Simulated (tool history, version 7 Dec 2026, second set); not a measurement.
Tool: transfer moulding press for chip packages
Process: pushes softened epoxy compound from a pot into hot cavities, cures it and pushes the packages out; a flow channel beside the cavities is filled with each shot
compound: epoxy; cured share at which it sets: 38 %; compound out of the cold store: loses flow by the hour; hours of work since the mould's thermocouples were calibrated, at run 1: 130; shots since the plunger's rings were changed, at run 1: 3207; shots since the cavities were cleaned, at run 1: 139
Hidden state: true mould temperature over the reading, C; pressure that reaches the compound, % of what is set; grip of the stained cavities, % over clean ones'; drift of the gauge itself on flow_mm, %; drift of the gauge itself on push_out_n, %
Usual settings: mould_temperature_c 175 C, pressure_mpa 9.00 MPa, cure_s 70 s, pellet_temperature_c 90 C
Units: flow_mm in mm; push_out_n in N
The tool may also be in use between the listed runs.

run   hour  mould_temperature_c  pressure_mpa  cure_s  pellet_temperature_c  hours of work since the mould's thermocouples were calibrated  shots since the plunger's rings were changed  shots since the cavities were cleaned  incoming compound's hours out of the cold store  flow_mm  push_out_n
  1    0.0                  175          9.00      70                    90                                                            130                                          3207                                    139                                             31.3      560         711
  2   15.4                  175          9.00      70                    90                                                            142                                          3498                                    430                                             26.8      564         806
      37.7  -- plunger's sealing rings changed
  3   44.2                  175          9.00      70                    90                                                            162                                           125                                    930                                             42.1      557         904
      48.0  -- cavities cleaned with cleaning compound and waxed
  4   68.9                  175          9.00      70                    90                                                            180                                           563                                    395                                             14.4      591         832
  5   96.6                  175          9.00     105                    90                                                            201                                          1089                                    921                                             32.8      565         642
      99.9  -- cavities cleaned with cleaning compound and waxed
  6  129.6                  175         10.27      70                    90                                                            225                                          1687                                    564                                             26.6      609         832
     151.3  -- cavities cleaned with cleaning compound and waxed
  7  152.6                  175         10.27      70                    90                                                            242                                          2094                                     24                                             44.7      584         637
  8  166.6                  175          9.00      70                    90                                                            253                                          2360                                    290                                             22.3      574         796
  9  193.3                  175          8.31      70                    90                                                            273                                          2867                                    797                                             19.6      553         900
     203.4  -- cavities cleaned with cleaning compound and waxed
 10  220.4                  175          8.31      70                    90                                                            293                                          3351                                    321                                             40.1      522         764
     250.3  -- plunger's sealing rings changed
 11  250.3                  175          8.31      70                    90                                                            314                                             0                                    842                                             15.9      572         948
     254.3  -- mould's thermocouples calibrated
     261.4  -- cavities cleaned with cleaning compound and waxed
 12  275.6                  175          8.31      70                    90                                                             15                                           413                                    270                                             26.3      554         773
 13  304.9                  175          9.00      70                    90                                                             38                                           969                                    826                                             40.9      555         908
     313.1  -- cavities cleaned with cleaning compound and waxed
 14  332.1                  175          9.00      70                    90                                                             57                                          1455                                    361                                             47.1      546         820
 15  360.4                  182          9.00      70                    90                                                             79                                          1992                                    898                                             11.8      575         691
     364.5  -- cavities cleaned with cleaning compound and waxed
 16  393.5                  182          9.00      70                    90                                                            104                                          2592                                    550                                             21.0      560         631
 17  408.9                  172          9.88      70                    90                                                            115                                          2884                                    842                                             11.4      622        1217
     416.7  -- cavities cleaned with cleaning compound and waxed
 18  430.6                  175          9.00      70                    95                                                            131                                          3267                                    264                                             42.7      542         747
 19  456.8                  177          9.68      61                    92                                                            151                                          3763                                    760                                             21.5      588        1052

Run 20 comes next. What will it give?
     465.8  -- plunger's sealing rings changed
     471.4  -- cavities cleaned with cleaning compound and waxed
 20  487.2                  176          9.94      62                    95                                                            171                                           376                                    299                                             25.2        ?           ?

Run 20 gave flow_mm 602 mm, push_out_n 946 N.
Without the tool's hidden state the same run would have given flow_mm 606 mm, push_out_n 796 N.
